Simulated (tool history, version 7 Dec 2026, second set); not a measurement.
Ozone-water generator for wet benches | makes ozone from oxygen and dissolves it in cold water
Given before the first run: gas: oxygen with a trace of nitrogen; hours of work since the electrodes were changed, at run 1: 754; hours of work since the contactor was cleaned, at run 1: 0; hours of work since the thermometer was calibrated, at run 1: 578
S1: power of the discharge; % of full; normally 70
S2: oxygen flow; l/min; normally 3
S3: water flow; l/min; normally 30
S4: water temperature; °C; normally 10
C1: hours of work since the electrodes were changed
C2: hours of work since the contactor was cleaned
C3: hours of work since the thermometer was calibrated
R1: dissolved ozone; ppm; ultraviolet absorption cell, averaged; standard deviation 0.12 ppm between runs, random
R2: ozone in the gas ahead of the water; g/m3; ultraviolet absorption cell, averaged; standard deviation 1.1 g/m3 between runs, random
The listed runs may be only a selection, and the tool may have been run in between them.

{"run": 1, "day": 0.0, "S1": 70, "S2": 3, "S3": 30, "S4": 10, "C1": 754, "C2": 0, "C3": 578, "R1": 10.1, "R2": 183.5}
{"run": 2, "day": 4.958, "S1": 70, "S2": 3, "S3": 30, "S4": 10, "C1": 826, "C2": 71, "C3": 649, "R1": 10.1, "R2": 184.5}
{"run": 3, "day": 7.096, "S1": 70, "S2": 3, "S3": 30, "S4": 10, "C1": 856, "C2": 102, "C3": 680, "R1": 10, "R2": 184.4}
{"run": 4, "day": 11.683, "S1": 70, "S2": 3, "S3": 30, "S4": 10, "C1": 922, "C2": 168, "C3": 746, "R1": 10.1, "R2": 182.4}
{"run": 5, "day": 15.125, "S1": 70, "S2": 3, "S3": 30, "S4": 10, "C1": 972, "C2": 218, "C3": 796, "R1": 10, "R2": 183}
{"run": 6, "day": 18.304, "S1": 70, "S2": 3, "S3": 24, "S4": 10, "C1": 1018, "C2": 264, "C3": 841, "R1": 12.9, "R2": 181.5}
{"run": 7, "day": 22.512, "S1": 70, "S2": 2, "S3": 24, "S4": 10, "C1": 1078, "C2": 324, "C3": 902, "R1": 12.5, "R2": 236.4}
{"run": 8, "day": 26.408, "S1": 70, "S2": 3.32, "S3": 30, "S4": 10, "C1": 1135, "C2": 380, "C3": 958, "R1": 10.3, "R2": 170.3}
{"run": 9, "day": 29.358, "S1": 70, "S2": 4.43, "S3": 30, "S4": 10, "C1": 1177, "C2": 423, "C3": 1001, "R1": 10.6, "R2": 142.4}
{"run": 10, "day": 32.75, "S1": 70, "S2": 4.43, "S3": 30, "S4": 10, "C1": 1226, "C2": 472, "C3": 1049, "R1": 10.6, "R2": 140.6}
{"run": 11, "day": 35.492, "S1": 70, "S2": 3, "S3": 30, "S4": 9, "C1": 1265, "C2": 511, "C3": 1089, "R1": 10, "R2": 181.8}
{"run": 12, "day": 37.833, "S1": 70, "S2": 3, "S3": 30, "S4": 9, "C1": 1299, "C2": 545, "C3": 1123, "R1": 10.3, "R2": 183.1}
{"run": 13, "day": 41.004, "S1": 70, "S2": 3, "S3": 30, "S4": 9, "C1": 1345, "C2": 591, "C3": 1168, "R1": 10.2, "R2": 180.2}
{"run": 14, "day": 45.612, "S1": 70, "S2": 3, "S3": 30, "S4": 9, "C1": 1411, "C2": 657, "C3": 1235, "R1": 10.1, "R2": 180.9}
{"run": 15, "day": 47.625, "S1": 70, "S2": 3, "S3": 30, "S4": 9, "C1": 1440, "C2": 686, "C3": 1264, "R1": 10.1, "R2": 180.6}
{"run": 16, "day": 51.0, "S1": 70, "S2": 3, "S3": 30, "S4": 9, "C1": 1489, "C2": 735, "C3": 1312, "R1": 9.9, "R2": 179}
{"run": 17, "day": 54.396, "S1": 70, "S2": 3, "S3": 24, "S4": 10, "C1": 1538, "C2": 783, "C3": 1361, "R1": 13.2, "R2": 180.6}
{"run": 18, "day": 58.017, "S1": 69, "S2": 5.05, "S3": 39, "S4": 5, "C1": 1590, "C2": 836, "C3": 1413, "R1": 8.2, "R2": 126.3}
{"run": 19, "day": 62.267, "S1": 69, "S2": 4.5, "S3": 39, "S4": 5, "C1": 1651, "C2": 897, "C3": 1475, "R1": 8.1, "R2": 136.1}
{"run": 20, "day": 67.2, "S1": 58, "S2": 1.58, "S3": 41, "S4": 5, "C1": 1722, "C2": 968, "C3": 1546, "R1": 5.1, "R2": 229.3}
{"day": 68.258, "done": "gauge calibrated"}
{"run": 21, "day": 72.075, "S1": 58, "S2": 1.58, "S3": 41, "S4": 5, "C1": 1792, "C2": 1038, "C3": 1616, "R1": 5.1, "R2": 237.8}
{"run": 22, "day": 74.608, "S1": 58, "S2": 1.58, "S3": 41, "S4": 5, "C1": 1829, "C2": 1075, "C3": 1652, "R1": 5.2, "R2": 238.1}
{"run": 23, "day": 76.767, "S1": 70, "S2": 4.54, "S3": 30, "S4": 18, "C1": 1860, "C2": 1106, "C3": 1683, "R1": 9.8, "R2": 141.7}
{"run": 24, "day": 79.012, "S1": 59, "S2": 4.54, "S3": 30, "S4": 10, "C1": 1892, "C2": 1138, "C3": 1716, "R1": 9.3, "R2": 122}
{"run": 25, "day": 81.879, "S1": 70, "S2": 3, "S3": 32, "S4": 10, "C1": 1934, "C2": 1179, "C3": 1757, "R1": 9.5, "R2": 184}
{"run": 26, "day": 85.579, "S1": 43, "S2": 3, "S3": 32, "S4": 10, "C1": 1987, "C2": 1233, "C3": 1810, "R1": 6.2, "R2": 120}
{"run": 27, "day": 90.358, "S1": 68, "S2": 5.2, "S3": 30, "S4": 6, "C1": 2056, "C2": 1301, "C3": 1879, "R1": 10.7, "R2": 126.2}
{"run": 28, "day": 94.025, "S1": 49, "S2": 3, "S3": 25, "S4": 15, "C1": 2108, "C2": 1354, "C3": 1932, "R1": 8.9, "R2": 134.7}
{"run": 29, "day": 96.462, "S1": 49, "S2": 3, "S3": 25, "S4": 15, "C1": 2144, "C2": 1389, "C3": 1967, "R1": 8.8, "R2": 134.5}
{"run": 30, "day": 99.171, "S1": 49, "S2": 3, "S3": 25, "S4": 15, "C1": 2183, "C2": 1428, "C3": 2006, "R1": 8.8, "R2": 136.2}
{"run": 31, "day": 101.762, "S1": 73, "S2": 1.94, "S3": 21, "S4": 6, "C1": 2220, "C2": 1466, "C3": 2044, "R1": 15.3, "R2": 249.6}
{"run": 32, "day": 104.012, "S1": 94, "S2": 1.94, "S3": 21, "S4": 6, "C1": 2252, "C2": 1498, "C3": 2076, "R1": 18.8, "R2": 308.2}
{"run": 33, "day": 106.754, "S1": 94, "S2": 1.94, "S3": 21, "S4": 6, "C1": 2292, "C2": 1538, "C3": 2115, "R1": 18.7, "R2": 303.8}

Here are 3 independent what-if runs from the current tool condition. What would each one return?
{"run": "A", "day": 110.479, "S1": 40, "S2": 1.94, "S3": 24, "S4": 6, "C1": 2345, "C2": 1591, "C3": 2169, "R1": "?", "R2": "?"}
{"run": "B", "day": 110.479, "S1": 49, "S2": 3, "S3": 21, "S4": 10, "C1": 2345, "C2": 1591, "C3": 2169, "R1": "?", "R2": "?"}
{"run": "C", "day": 110.479, "S1": 76, "S2": 3, "S3": 30, "S4": 10, "C1": 2345, "C2": 1591, "C3": 2169, "R1": "?", "R2": "?"}

run=A R1=7.9 R2=150.1
run=B R1=11.1 R2=132.5
run=C R1=10.8 R2=193.6
Take away the tool's hidden state, keep each run's random variation, and the runs would have read:
run=A R1=7.9 R2=153
run=B R1=11.1 R2=135
run=C R1=10.8 R2=197.3
